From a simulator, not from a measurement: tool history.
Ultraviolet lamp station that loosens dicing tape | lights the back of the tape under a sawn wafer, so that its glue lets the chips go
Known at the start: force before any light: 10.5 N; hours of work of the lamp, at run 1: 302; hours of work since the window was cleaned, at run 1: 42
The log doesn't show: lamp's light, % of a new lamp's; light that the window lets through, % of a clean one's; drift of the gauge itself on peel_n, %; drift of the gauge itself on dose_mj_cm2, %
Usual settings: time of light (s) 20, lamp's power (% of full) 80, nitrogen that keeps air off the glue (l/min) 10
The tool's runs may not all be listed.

run,hour,time of light (s),lamp's power (% of full),nitrogen that keeps air off the glue (l/min),hours of work of the lamp,hours of work since the window was cleaned,force that peels the tape off (N),light that reached the tape (mJ/cm2)
1,0.0,20,80,10,302,42,1.270,175
2,13.5,20,80,10,310,50,1.265,171
3,30.0,20,68,10,319,59,1.759,145
4,44.6,20,68,10,327,67,1.790,145
5,76.3,20,68,10,345,85,1.732,143
6,101.1,14,80,10,359,98,2.555,117
7,128.6,28,80,10,374,114,0.659,230
8,160.1,15,80,10,391,131,2.294,121
9,186.6,15,80,10,406,146,2.284,123
10,214.9,20,80,10,422,162,1.489,157
11,245.5,20,80,4,439,179,2.682,158
12,267.2,20,80,4,451,191,2.732,159
13,285.2,20,80,4,461,201,2.814,160
14,301.0,19,83,6,470,210,2.283,152
15,321.9,19,83,6,482,221,2.245,152
16,352.5,19,83,6,499,238,2.342,150
17,381.4,18,94,6,515,255,2.124,160
18,397.7,32,78,14,524,264,0.428,231
19,415.8,32,67,5,534,274,1.687,197
20,429.6,13,67,5,542,281,5.098,82
21,457.8,20,74,10,557,297,1.934,136
22,484.6,20,74,4,572,312,3.340,133
23,500.4,28,76,9,581,321,1.084,191
24,519.0,28,76,9,591,331,1.113,191

The same runs without the tool's hidden state, with the same run-to-run variation:
run,force that peels the tape off (N),light that reached the tape (mJ/cm2)
1,0.925,202
2,0.911,199
3,1.308,170
4,1.319,170
5,1.255,170
6,1.925,140
7,0.403,279
8,1.650,148
9,1.620,152
10,0.941,196
11,1.916,199
12,1.930,201
13,1.973,203
14,1.500,195
15,1.462,197
16,1.499,197
17,1.300,211
18,0.204,307
19,0.938,264
20,3.944,110
21,1.088,184
22,2.207,182
23,0.505,264
24,0.512,265
